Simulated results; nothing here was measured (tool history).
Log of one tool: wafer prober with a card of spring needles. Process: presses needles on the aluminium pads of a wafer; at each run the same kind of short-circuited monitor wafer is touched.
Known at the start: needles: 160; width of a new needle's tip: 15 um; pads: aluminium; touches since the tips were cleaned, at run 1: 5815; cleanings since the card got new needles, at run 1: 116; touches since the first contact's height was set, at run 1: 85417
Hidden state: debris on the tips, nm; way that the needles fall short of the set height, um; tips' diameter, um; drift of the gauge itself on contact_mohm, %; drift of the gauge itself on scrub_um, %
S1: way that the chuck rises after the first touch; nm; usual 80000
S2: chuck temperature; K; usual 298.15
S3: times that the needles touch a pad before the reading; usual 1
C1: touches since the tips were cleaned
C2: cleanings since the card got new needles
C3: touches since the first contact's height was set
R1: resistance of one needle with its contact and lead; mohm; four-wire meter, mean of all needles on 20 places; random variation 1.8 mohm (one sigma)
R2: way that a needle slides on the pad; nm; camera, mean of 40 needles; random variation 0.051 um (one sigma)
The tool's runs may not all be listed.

Run 1, hour 0: usual settings; C1 5815; C2 116; C3 85417. Result: R1 408 mohm, R2 12550 nm.
At hour 2.6: tips cleaned on abrasive film.
At hour 15: tips cleaned on abrasive film.
At hour 27.3: tips cleaned on abrasive film.
At hour 39.6: tips cleaned on abrasive film.
Run 2, hour 45: usual settings but S2 393.15 K; C1 3730; C2 120; C3 115991. Result: R1 354 mohm, R2 12440 nm.
At hour 50.1: tips cleaned on abrasive film.
At hour 60.1: tips cleaned on abrasive film.
At hour 70.1: tips cleaned on abrasive film.
At hour 82.2: tips cleaned on abrasive film.
At hour 92.2: tips cleaned on abrasive film.
Run 3, hour 95.4: usual settings but S3 2; C1 2172; C2 125; C3 150123. Result: R1 270 mohm, R2 12450 nm.
At hour 102.9: tips cleaned on abrasive film.
At hour 112.9: tips cleaned on abrasive film.
At hour 122.9: tips cleaned on abrasive film.
At hour 135.2: tips cleaned on abrasive film.
At hour 147.5: tips cleaned on abrasive film.
Run 4, hour 147.5: usual settings but S3 2; C1 0; C2 130; C3 185481. Result: R1 199 mohm, R2 12420 nm.
At hour 157.5: tips cleaned on abrasive film.
At hour 170: tips cleaned on abrasive film.
At hour 172.8: height of the first contact set anew.
At hour 180.3: tips cleaned on abrasive film.
At hour 192.7: tips cleaned on abrasive film.
Run 5, hour 201.2: usual settings but S3 2; C1 5859; C2 134; C3 19373. Result: R1 331 mohm, R2 12630 nm.
At hour 203.8: tips cleaned on abrasive film.
At hour 216.3: tips cleaned on abrasive film.
At hour 226.3: tips cleaned on abrasive film.
Run 6, hour 230.2: usual settings but S3 3; C1 2698; C2 137; C3 39009. Result: R1 240 mohm, R2 12630 nm.
At hour 237.7: tips cleaned on abrasive film.
At hour 247.7: tips cleaned on abrasive film.
At hour 259.7: tips cleaned on abrasive film.
Run 7, hour 267.5: usual settings but S1 91000 nm; C1 5361; C2 140; C3 64366. Result: R1 371 mohm, R2 14330 nm.
At hour 270.1: tips cleaned on abrasive film.
At hour 282.5: tips cleaned on abrasive film.
Run 8, hour 291.1: usual settings but S1 70000 nm; C1 5921; C2 142; C3 80365. Result: R1 505 mohm, R2 11000 nm.
At hour 293.7: tips cleaned on abrasive film.
At hour 305.8: tips cleaned on abrasive film.
At hour 318.2: tips cleaned on abrasive film.
At hour 330.7: tips cleaned on abrasive film.
At hour 341: tips cleaned on abrasive film.
Run 9, hour 341: usual settings but S1 70000 nm; C1 0; C2 147; C3 114218. Result: R1 202 mohm, R2 10860 nm.
At hour 351: tips cleaned on abrasive film.
At hour 363.3: tips cleaned on abrasive film.
At hour 373.3: tips cleaned on abrasive film.
At hour 385.7: tips cleaned on abrasive film.
Run 10, hour 385.8: usual settings; C1 40; C2 151; C3 144593. Result: R1 217 mohm, R2 12430 nm.
At hour 397.9: tips cleaned on abrasive film.
At hour 410.3: tips cleaned on abrasive film.
At hour 422.2: tips cleaned on abrasive film.
Run 11, hour 429.5: usual settings; C1 5011; C2 154; C3 174340. Result: R1 424 mohm, R2 12450 nm.
At hour 434.6: tips cleaned on abrasive film.
At hour 447: tips cleaned on abrasive film.
At hour 459.5: tips cleaned on abrasive film.
At hour 471.8: tips cleaned on abrasive film.
At hour 472.1: height of the first contact set anew.
Run 12, hour 478.8: usual settings; C1 4576; C2 158; C3 4576. Result: R1 405 mohm, R2 12690 nm.
At hour 483.9: tips cleaned on abrasive film.
At hour 496.2: tips cleaned on abrasive film.
At hour 508.6: tips cleaned on abrasive film.
At hour 520.9: tips cleaned on abrasive film.
Run 13, hour 528.5: usual settings; C1 5230; C2 162; C3 38343. Result: R1 439 mohm, R2 12640 nm.
At hour 531.1: tips cleaned on abrasive film.
At hour 543.4: tips cleaned on abrasive film.
At hour 553.4: tips cleaned on abrasive film.
At hour 565.7: tips cleaned on abrasive film.
Run 14, hour 570.2: usual settings; C1 3073; C2 166; C3 66587. Result: R1 384 mohm, R2 12520 nm.
At hour 577.7: tips cleaned on abrasive film.
At hour 587.7: tips cleaned on abrasive film.
At hour 599.8: tips cleaned on abrasive film.
At hour 610: tips cleaned on abrasive film.
Run 15, hour 610: usual settings; C1 0; C2 170; C3 93575. Result: R1 209 mohm, R2 12450 nm.
At hour 622.5: tips cleaned on abrasive film.
At hour 634.9: tips cleaned on abrasive film.
At hour 644.9: tips cleaned on abrasive film.
At hour 654.9: tips cleaned on abrasive film.
Run 16, hour 658.6: usual settings; C1 2542; C2 174; C3 126603. Result: R1 346 mohm, R2 12500 nm.
At hour 666.1: tips cleaned on abrasive film.
At hour 678.4: tips cleaned on abrasive film.
At hour 688.4: tips cleaned on abrasive film.
At hour 698.8: tips cleaned on abrasive film.
Run 17, hour 698.8: usual settings but S2 330.15 K; C1 0; C2 178; C3 153853. Result: R1 212 mohm, R2 12380 nm.
At hour 711.3: tips cleaned on abrasive film.
At hour 721.3: tips cleaned on abrasive film.
At hour 733.7: tips cleaned on abrasive film.
Run 18, hour 741.8: usual settings but S1 79000 nm, S2 324.15 K, S3 2; C1 5498; C2 181; C3 183055. Result: R1 346 mohm, R2 12280 nm.
At hour 744.3: tips cleaned on abrasive film.
At hour 756.8: tips cleaned on abrasive film.
At hour 766.8: tips cleaned on abrasive film.
At hour 771.8: height of the first contact set anew.
At hour 779.3: tips cleaned on abrasive film.
Run 19, hour 782.2: usual settings but S1 69000 nm, S3 2; C1 1942; C2 185; C3 7023. Result: R1 297 mohm, R2 11010 nm.
At hour 789.6: tips cleaned on abrasive film.
At hour 801.9: tips cleaned on abrasive film.
At hour 811.9: tips cleaned on abrasive film.
At hour 821.9: tips cleaned on abrasive film.
Run 20, hour 826: usual settings but S1 87000 nm, S2 353.15 K; C1 2826; C2 189; C3 36764. Result: R1 349 mohm, R2 13710 nm.
At hour 833.5: tips cleaned on abrasive film.
At hour 845.8: tips cleaned on abrasive film.
At hour 858.1: tips cleaned on abrasive film.
Run 21, hour 859.9: usual settings but S1 87000 nm, S2 353.15 K; C1 1257; C2 192; C3 59781. Result: R1 281 mohm, R2 13610 nm.
At hour 869.6: tips cleaned on abrasive film.
At hour 881.8: tips cleaned on abrasive film.
At hour 891.8: tips cleaned on abrasive film.
Run 22, hour 891.9: usual settings but S1 78000 nm, S2 300.15 K; C1 68; C2 195; C3 81473. Result: R1 226 mohm, R2 12270 nm.
At hour 901.9: tips cleaned on abrasive film.
At hour 911.9: tips cleaned on abrasive film.
At hour 924.1: tips cleaned on abrasive film.
Run 23, hour 925.9: usual settings but S1 98000 nm, S2 364.15 K, S3 3; C1 1252; C2 198; C3 104599. Result: R1 225 mohm, R2 15310 nm.
At hour 935.9: tips cleaned on abrasive film.
At hour 948.4: tips cleaned on abrasive film.
Run 24, hour 949.4: usual settings but S1 77000 nm; C1 674; C2 200; C3 120516. Result: R1 258 mohm, R2 12040 nm.
At hour 959.1: tips cleaned on abrasive film.
At hour 971.5: tips cleaned on abrasive film.
At hour 982.7: tips cleaned on abrasive film.
Run 25, hour 982.7: usual settings but S2 378.15 K, S3 2; C1 0; C2 203; C3 143105. Result: R1 209 mohm, R2 12440 nm.
At hour 995.1: tips cleaned on abrasive film.
At hour 1007.3: tips cleaned on abrasive film.
Run 26, hour 1011.7: usual settings but S1 91000 nm, S2 343.15 K; C1 3058; C2 205; C3 162880. Result: R1 322 mohm, R2 14180 nm.
At hour 1019.3: tips cleaned on abrasive film.
At hour 1031.3: tips cleaned on abrasive film.
Run 27, hour 1037.6: usual settings but S1 81000 nm, S2 376.15 K; C1 4297; C2 207; C3 180448. Result: R1 405 mohm, R2 12610 nm.

Forecast each of these 3 alternatives for the next run:
At hour 1042.6: tips cleaned on abrasive film.
At hour 1052.6: tips cleaned on abrasive film.
At hour 1065.1: tips cleaned on abrasive film.
Run A, hour 1066.1: usual settings but S1 81000 nm, S2 376.15 K, S3 3; C1 681; C2 210; C3 199760. Result: R1 ?, R2 ?.
At hour 1042.6: tips cleaned on abrasive film.
At hour 1052.6: tips cleaned on abrasive film.
At hour 1065.1: tips cleaned on abrasive film.
Run B, hour 1066.1: usual settings but S1 98000 nm, S3 3; C1 681; C2 210; C3 199760. Result: R1 ?, R2 ?.
At hour 1042.6: tips cleaned on abrasive film.
At hour 1052.6: tips cleaned on abrasive film.
At hour 1065.1: tips cleaned on abrasive film.
Run C, hour 1066.1: usual settings but S1 81000 nm, S2 347.15 K, S3 2; C1 681; C2 210; C3 199760. Result: R1 ?, R2 ?.

run   R1     R2
  A  224  12500
  B  199  15140
  C  239  12510
Without the tool's hidden state the same runs would have given:
run   R1     R2
  A  194  12840
  B  176  15480
  C  190  12850

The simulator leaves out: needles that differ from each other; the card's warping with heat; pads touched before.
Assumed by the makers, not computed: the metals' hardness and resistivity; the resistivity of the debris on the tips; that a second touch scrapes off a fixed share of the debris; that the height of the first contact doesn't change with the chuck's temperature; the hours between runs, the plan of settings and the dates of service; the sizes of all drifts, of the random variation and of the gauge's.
